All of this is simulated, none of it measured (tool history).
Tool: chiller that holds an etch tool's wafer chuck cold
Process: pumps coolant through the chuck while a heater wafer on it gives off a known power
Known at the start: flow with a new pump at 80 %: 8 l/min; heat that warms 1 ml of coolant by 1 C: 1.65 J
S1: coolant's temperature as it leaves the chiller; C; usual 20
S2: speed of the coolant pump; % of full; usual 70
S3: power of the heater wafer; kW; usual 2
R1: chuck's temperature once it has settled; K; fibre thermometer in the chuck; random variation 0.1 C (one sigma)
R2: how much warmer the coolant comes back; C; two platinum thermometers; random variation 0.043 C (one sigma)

Run 1, hour 0: usual settings. Result: R1 319.15 K, R2 10.39 C.
Run 2, hour 55.9: usual settings. Result: R1 318.95 K, R2 10.37 C.
Run 3, hour 90.2: usual settings but S3 2.723 kW. Result: R1 328.35 K, R2 14.03 C.
Run 4, hour 154.9: usual settings but S3 2.723 kW. Result: R1 328.45 K, R2 14.13 C.
Run 5, hour 186: usual settings but S3 2.723 kW. Result: R1 328.55 K, R2 14.04 C.
Run 6, hour 253.9: usual settings but S1 26 C, S3 2.723 kW. Result: R1 334.25 K, R2 14.04 C.
Run 7, hour 294.2: usual settings but S1 26 C, S3 2.723 kW. Result: R1 334.45 K, R2 14.15 C.
Run 8, hour 350.9: usual settings. Result: R1 319.15 K, R2 10.32 C.
Run 9, hour 408.7: usual settings but S1 17 C. Result: R1 316.15 K, R2 10.33 C.
Run 10, hour 478.6: usual settings but S1 17 C. Result: R1 316.15 K, R2 10.32 C.
Run 11, hour 548.2: usual settings but S1 17 C. Result: R1 316.05 K, R2 10.29 C.
Run 12, hour 601.8: usual settings but S1 17 C. Result: R1 316.15 K, R2 10.23 C.
Run 13, hour 650.3: usual settings but S1 17 C. Result: R1 316.15 K, R2 10.27 C.
Run 14, hour 696.8: usual settings but S1 24 C. Result: R1 323.15 K, R2 10.3 C.
Run 15, hour 730.5: usual settings but S1 24 C. Result: R1 323.15 K, R2 10.24 C.
Run 16, hour 801: usual settings but S1 24 C. Result: R1 323.05 K, R2 10.24 C.
Run 17, hour 846.3: usual settings but S1 24 C. Result: R1 323.15 K, R2 10.21 C.
Run 18, hour 907.7: usual settings but S1 24 C. Result: R1 323.05 K, R2 10.23 C.
Run 19, hour 949.1: usual settings but S3 1.206 kW. Result: R1 308.55 K, R2 6.17 C.
Run 20, hour 1008.4: usual settings but S1 27 C, S2 82 % of full, S3 1.363 kW. Result: R1 315.85 K, R2 5.91 C.
Run 21, hour 1042.1: usual settings but S1 27 C, S2 82 % of full, S3 1.363 kW. Result: R1 315.95 K, R2 5.96 C.
Run 22, hour 1095.5: usual settings but S1 27 C, S2 82 % of full, S3 1.363 kW. Result: R1 315.85 K, R2 5.98 C.
Run 23, hour 1131.6: usual settings but S1 27 C, S2 82 % of full, S3 1.363 kW. Result: R1 315.75 K, R2 5.86 C.
Run 24, hour 1202: usual settings but S1 13 C, S2 87 % of full, S3 1.38 kW. Result: R1 301.45 K, R2 5.69 C.
Run 25, hour 1235.5: usual settings but S1 13 C, S2 87 % of full, S3 1.38 kW. Result: R1 301.45 K, R2 5.58 C.
Run 26, hour 1308.4: usual settings but S1 15 C, S2 62 % of full, S3 2.69 kW. Result: R1 326.25 K, R2 15.58 C.

Run 27 comes next. What will it give?
Run 27, hour 1364.8: usual settings but S2 96 % of full. Result: R1 ?, R2 ?.

{"run 27": {"R1": 313.85, "R2": 7.49}}
Without the tool's hidden state the same run would have given R1 313.75 K, R2 7.67 C.
